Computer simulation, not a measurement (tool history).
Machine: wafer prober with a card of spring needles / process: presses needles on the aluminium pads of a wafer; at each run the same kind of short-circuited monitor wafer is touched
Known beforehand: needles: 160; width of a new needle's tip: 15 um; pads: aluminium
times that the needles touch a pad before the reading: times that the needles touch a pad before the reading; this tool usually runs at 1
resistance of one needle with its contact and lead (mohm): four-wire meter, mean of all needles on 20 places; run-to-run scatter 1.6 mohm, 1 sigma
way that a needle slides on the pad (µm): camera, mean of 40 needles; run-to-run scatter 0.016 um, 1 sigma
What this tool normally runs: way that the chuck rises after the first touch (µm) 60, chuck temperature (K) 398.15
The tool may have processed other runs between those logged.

run    hour  way that the chuck rises after the first touch (µm)  chuck temperature (K)  times that the needles touch a pad before the reading  resistance of one needle with its contact and lead (mohm)  way that a needle slides on the pad (µm)
  1     0.0                                                   60                 398.15                                                      1                                                        151                                     12.51
       10.3  -- tips cleaned on abrasive film
       32.2  -- tips cleaned on abrasive film
       53.5  -- tips cleaned on abrasive film
  2    53.5                                                   60                 398.15                                                      2                                                        148                                     12.52
       66.9  -- height of the first contact set anew
       76.2  -- tips cleaned on abrasive film
       98.1  -- tips cleaned on abrasive film
  3   110.4                                                   60                 398.15                                                      1                                                        152                                     12.50
      121.1  -- tips cleaned on abrasive film
      143.1  -- tips cleaned on abrasive film
  4   161.8                                                   60                 393.15                                                      1                                                        148                                     12.51
      165.3  -- tips cleaned on abrasive film
      186.4  -- tips cleaned on abrasive film
      208.6  -- tips cleaned on abrasive film
  5   212.5                                                   43                 398.15                                                      1                                                        157                                      8.97
      232.0  -- tips cleaned on abrasive film
      255.3  -- tips cleaned on abrasive film
  6   258.3                                                   43                 398.15                                                      1                                                        159                                      8.98
      277.8  -- tips cleaned on abrasive film
      300.4  -- tips cleaned on abrasive film
  7   307.2                                                   43                 398.15                                                      1                                                        159                                      8.94
      321.2  -- tips cleaned on abrasive film
      345.4  -- tips cleaned on abrasive film
  8   361.6                                                   60                 398.15                                                      1                                                        149                                     12.45
      369.5  -- tips cleaned on abrasive film
      390.2  -- tips cleaned on abrasive film
  9   390.2                                                   60                 398.15                                                      1                                                        149                                     12.48
      414.8  -- tips cleaned on abrasive film
      437.1  -- tips cleaned on abrasive film
 10   445.4                                                   60                 398.15                                                      1                                                        149                                     12.47
      460.2  -- tips cleaned on abrasive film
      480.9  -- tips cleaned on abrasive film
      502.8  -- tips cleaned on abrasive film
 11   502.8                                                   77                 398.15                                                      1                                                        145                                     15.96
      523.5  -- tips cleaned on abrasive film
      545.2  -- tips cleaned on abrasive film
      555.9  -- height of the first contact set anew
 12   555.9                                                   77                 322.15                                                      1                                                        128                                     15.96
      567.0  -- tips cleaned on abrasive film
      588.8  -- tips cleaned on abrasive film
 13   595.0                                                   77                 322.15                                                      1                                                        134                                     15.94
      612.1  -- tips cleaned on abrasive film
      636.0  -- tips cleaned on abrasive film
 14   636.1                                                   60                 398.15                                                      2                                                        149                                     12.43
      656.7  -- tips cleaned on abrasive film
      678.2  -- tips cleaned on abrasive film
 15   681.1                                                   60                 398.15                                                      2                                                        151                                     12.43
      698.7  -- tips cleaned on abrasive film
      721.2  -- tips cleaned on abrasive film
 16   730.3                                                   60                 398.15                                                      2                                                        149                                     12.39
      746.6  -- tips cleaned on abrasive film
      766.6  -- gauge calibrated
      771.0  -- tips cleaned on abrasive film
 17   771.0                                                   60                 398.15                                                      2                                                        149                                     12.51
      794.0  -- tips cleaned on abrasive film
      816.0  -- tips cleaned on abrasive film
 18   826.2                                                   60                 398.15                                                      2                                                        150                                     12.47
      838.0  -- tips cleaned on abrasive film
      861.2  -- tips cleaned on abrasive film
 19   881.4                                                   75                 312.15                                                      2                                                        133                                     15.63
      886.3  -- tips cleaned on abrasive film
      907.8  -- tips cleaned on abrasive film
 20   924.5                                                   75                 312.15                                                      2                                                        134                                     15.64
      929.5  -- tips cleaned on abrasive film
      952.5  -- tips cleaned on abrasive film
      973.9  -- tips cleaned on abrasive film
 21   979.6                                                   64                 347.15                                                      2                                                        138                                     13.33
      998.3  -- tips cleaned on abrasive film
 22  1017.1                                                   72                 333.15                                                      2                                                        136                                     14.98
     1020.6  -- tips cleaned on abrasive film
     1043.9  -- tips cleaned on abrasive film
     1048.7  -- height of the first contact set anew
     1066.5  -- tips cleaned on abrasive film
 23  1074.7                                                   64                 334.15                                                      1                                                        138                                     13.32
     1088.6  -- tips cleaned on abrasive film
     1111.2  -- tips cleaned on abrasive film
 24  1122.0                                                   44                 350.15                                                      1                                                        149                                      9.18
     1133.5  -- tips cleaned on abrasive film
     1158.3  -- tips cleaned on abrasive film
 25  1165.5                                                   44                 350.15                                                      1                                                        149                                      9.16
     1179.4  -- tips cleaned on abrasive film
     1200.1  -- tips cleaned on abrasive film
 26  1208.8                                                   60                 329.15                                                      1                                                        139                                     12.47
     1222.9  -- tips cleaned on abrasive film
     1244.7  -- tips cleaned on abrasive film
 27  1245.5                                                   60                 329.15                                                      1                                                        135                                     12.46
     1268.2  -- tips cleaned on abrasive film
 28  1273.4                                                   73                 376.15                                                      2                                                        141                                     15.13
     1290.2  -- tips cleaned on abrasive film
     1311.9  -- tips cleaned on abrasive film
 29  1325.3                                                   45                 305.15                                                      1                                                        138                                      9.32
     1332.8  -- tips cleaned on abrasive film
 30  1350.9                                                   45                 305.15                                                      1                                                        141                                      9.34
     1353.7  -- tips cleaned on abrasive film
     1376.1  -- tips cleaned on abrasive film
 31  1384.3                                                   48                 398.15                                                      1                                                        157                                      9.94

Alternative continuations, all from the tool just after run 31; predict every row:
     1397.5  -- tips cleaned on abrasive film
  A  1417.5                                                   57                 375.15                                                      3                                                          ?                                         ?
     1397.5  -- tips cleaned on abrasive film
  B  1417.5                                                   64                 376.15                                                      1                                                          ?                                         ?
     1397.5  -- tips cleaned on abrasive film
  C  1417.5                                                   60                 325.15                                                      1                                                          ?                                         ?

run  resistance of one needle with its contact and lead (mohm)  way that a needle slides on the pad (µm)
  A                                                        150                                     11.82
  B                                                        143                                     13.26
  C                                                        136                                     12.43
Had the tool no hidden state, the same runs would have come out as:
run  resistance of one needle with its contact and lead (mohm)  way that a needle slides on the pad (µm)
  A                                                        150                                     11.91
  B                                                        142                                     13.36
  C                                                        136                                     12.53
